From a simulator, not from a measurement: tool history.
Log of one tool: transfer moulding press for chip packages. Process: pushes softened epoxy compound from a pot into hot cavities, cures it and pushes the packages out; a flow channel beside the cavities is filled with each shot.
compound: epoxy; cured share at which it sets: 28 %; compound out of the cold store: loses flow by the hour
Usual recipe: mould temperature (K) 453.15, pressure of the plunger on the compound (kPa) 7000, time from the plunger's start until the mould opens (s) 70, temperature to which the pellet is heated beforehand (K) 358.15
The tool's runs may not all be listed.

| run | hour | mould temperature (K) | pressure of the plunger on the compound (kPa) | time from the plunger's start until the mould opens (s) | temperature to which the pellet is heated beforehand (K) | incoming compound's hours out of the cold store | length that the compound runs in the flow channel (mm) | greatest force on the pins that push the packages out (N) |
|---|---|---|---|---|---|---|---|---|
| 1 | 0 | 453.15 | 7000 | 70 | 358.15 | 19.6 | 969 | 684 |
| 2 | 20.3 | 457.15 | 7000 | 70 | 358.15 | 13.8 | 969 | 544 |
|  | 30.6 | cavities cleaned with cleaning compound and waxed |
| 3 | 33.4 | 457.15 | 7000 | 70 | 358.15 | 47.3 | 851 | 509 |
|  | 54.1 | plunger's sealing rings changed |
| 4 | 54.3 | 460.15 | 7000 | 70 | 358.15 | 40.7 | 854 | 459 |
| 5 | 72 | 460.15 | 7000 | 70 | 358.15 | 31.2 | 898 | 488 |
| 6 | 92.3 | 460.15 | 7000 | 70 | 358.15 | 13.2 | 971 | 483 |
|  | 100.6 | cavities cleaned with cleaning compound and waxed |
| 7 | 110.4 | 460.15 | 7000 | 70 | 358.15 | 9.7 | 981 | 504 |
| 8 | 124.7 | 454.15 | 7000 | 70 | 358.15 | 8.2 | 1011 | 667 |
| 9 | 138.7 | 456.15 | 5770 | 60 | 357.15 | 33 | 818 | 860 |
| 10 | 148 | 456.15 | 5770 | 60 | 357.15 | 38.4 | 799 | 832 |
|  | 167.9 | cavities cleaned with cleaning compound and waxed |
| 11 | 170.1 | 456.15 | 5770 | 60 | 357.15 | 21.5 | 863 | 845 |
| 12 | 184.7 | 456.15 | 5670 | 54 | 366.15 | 18.3 | 868 | 1143 |
| 13 | 202.5 | 459.15 | 6290 | 54 | 365.15 | 40 | 824 | 852 |
| 14 | 211.2 | 459.15 | 7000 | 73 | 358.15 | 16.6 | 956 | 480 |

What if the next run were any one of these 4? Each begins from the tool's condition after run 14:
| A | 232.1 | 453.15 | 7000 | 73 | 358.15 | 13.3 | ? | ? |
| B | 232.1 | 447.15 | 6500 | 63 | 358.15 | 24.6 | ? | ? |
| C | 232.1 | 459.15 | 7940 | 73 | 356.15 | 24.1 | ? | ? |
| D | 232.1 | 460.15 | 5300 | 70 | 354.15 | 34.6 | ? | ? |

| run | length that the compound runs in the flow channel (mm) | greatest force on the pins that push the packages out (N) |
|---|---|---|
| A | 967 | 625 |
| B | 939 | 1354 |
| C | 992 | 487 |
| D | 777 | 481 |
Had the tool no hidden state, the same runs would have come out as:
| run | length that the compound runs in the flow channel (mm) | greatest force on the pins that push the packages out (N) |
|---|---|---|
| A | 968 | 615 |
| B | 940 | 1330 |
| C | 993 | 478 |
| D | 778 | 473 |
